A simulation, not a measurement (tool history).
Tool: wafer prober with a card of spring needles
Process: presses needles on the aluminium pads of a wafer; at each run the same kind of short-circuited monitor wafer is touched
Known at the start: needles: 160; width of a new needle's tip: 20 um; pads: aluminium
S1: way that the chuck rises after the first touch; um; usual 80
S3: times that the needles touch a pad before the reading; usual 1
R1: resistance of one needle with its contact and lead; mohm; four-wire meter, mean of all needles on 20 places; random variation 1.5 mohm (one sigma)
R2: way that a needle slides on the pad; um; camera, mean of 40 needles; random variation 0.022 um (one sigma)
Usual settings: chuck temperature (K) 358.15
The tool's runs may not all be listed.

{"run": 1, "day": 0.0, "S1": 80, "chuck temperature (K)": 358.15, "S3": 1, "R1": 172, "R2": 12.22}
{"run": 2, "day": 0.404, "S1": 80, "chuck temperature (K)": 358.15, "S3": 1, "R1": 240, "R2": 12.24}
{"day": 0.462, "done": "tips cleaned on abrasive film"}
{"run": 3, "day": 0.938, "S1": 80, "chuck temperature (K)": 358.15, "S3": 1, "R1": 247, "R2": 12.18}
{"day": 0.996, "done": "tips cleaned on abrasive film"}
{"run": 4, "day": 1.338, "S1": 80, "chuck temperature (K)": 358.15, "S3": 1, "R1": 237, "R2": 12.18}
{"day": 1.517, "done": "tips cleaned on abrasive film"}
{"day": 2.05, "done": "tips cleaned on abrasive film"}
{"run": 5, "day": 2.05, "S1": 80, "chuck temperature (K)": 358.15, "S3": 1, "R1": 150, "R2": 12.15}
{"day": 2.562, "done": "tips cleaned on abrasive film"}
{"run": 6, "day": 2.571, "S1": 80, "chuck temperature (K)": 358.15, "S3": 1, "R1": 151, "R2": 12.1}
{"day": 3.112, "done": "tips cleaned on abrasive film"}
{"run": 7, "day": 3.2, "S1": 80, "chuck temperature (K)": 358.15, "S3": 1, "R1": 180, "R2": 12.13}
{"day": 3.662, "done": "tips cleaned on abrasive film"}
{"run": 8, "day": 3.75, "S1": 80, "chuck temperature (K)": 358.15, "S3": 1, "R1": 187, "R2": 12.14}
{"run": 9, "day": 4.1, "S1": 80, "chuck temperature (K)": 358.15, "S3": 1, "R1": 246, "R2": 12.06}
{"day": 4.217, "done": "tips cleaned on abrasive film"}
{"run": 10, "day": 4.562, "S1": 80, "chuck temperature (K)": 358.15, "S3": 1, "R1": 236, "R2": 12.08}
{"day": 4.775, "done": "tips cleaned on abrasive film"}
{"day": 5.288, "done": "tips cleaned on abrasive film"}
{"run": 11, "day": 5.288, "S1": 80, "chuck temperature (K)": 358.15, "S3": 1, "R1": 151, "R2": 12.06}
{"day": 5.829, "done": "tips cleaned on abrasive film"}
{"run": 12, "day": 6.008, "S1": 67, "chuck temperature (K)": 358.15, "S3": 1, "R1": 236, "R2": 10.05}
{"day": 6.375, "done": "tips cleaned on abrasive film"}
{"run": 13, "day": 6.375, "S1": 67, "chuck temperature (K)": 358.15, "S3": 1, "R1": 157, "R2": 10.06}
{"run": 14, "day": 6.708, "S1": 67, "chuck temperature (K)": 358.15, "S3": 1, "R1": 277, "R2": 10.02}
{"day": 6.917, "done": "tips cleaned on abrasive film"}
{"run": 15, "day": 7.088, "S1": 67, "chuck temperature (K)": 358.15, "S3": 1, "R1": 230, "R2": 10.05}
{"day": 7.458, "done": "tips cleaned on abrasive film"}
{"run": 16, "day": 7.817, "S1": 67, "chuck temperature (K)": 358.15, "S3": 1, "R1": 280, "R2": 10.02}
{"day": 8.004, "done": "tips cleaned on abrasive film"}
{"run": 17, "day": 8.312, "S1": 67, "chuck temperature (K)": 358.15, "S3": 2, "R1": 221, "R2": 10.01}
{"day": 8.525, "done": "tips cleaned on abrasive film"}
{"day": 8.633, "done": "height of the first contact set anew"}
{"run": 18, "day": 8.871, "S1": 80, "chuck temperature (K)": 341.15, "S3": 1, "R1": 240, "R2": 11.95}
{"day": 9.092, "done": "tips cleaned on abrasive film"}
{"run": 19, "day": 9.346, "S1": 61, "chuck temperature (K)": 326.15, "S3": 2, "R1": 231, "R2": 9.04}

Forecast run 20:
{"day": 9.654, "done": "tips cleaned on abrasive film"}
{"run": 20, "day": 10.042, "S1": 80, "chuck temperature (K)": 301.15, "S3": 3, "R1": "?", "R2": "?"}

Run 20 gave R1 173 mohm, R2 11.90 um.
Without the tool's hidden state the same run would have given R1 132 mohm, R2 12.24 um.
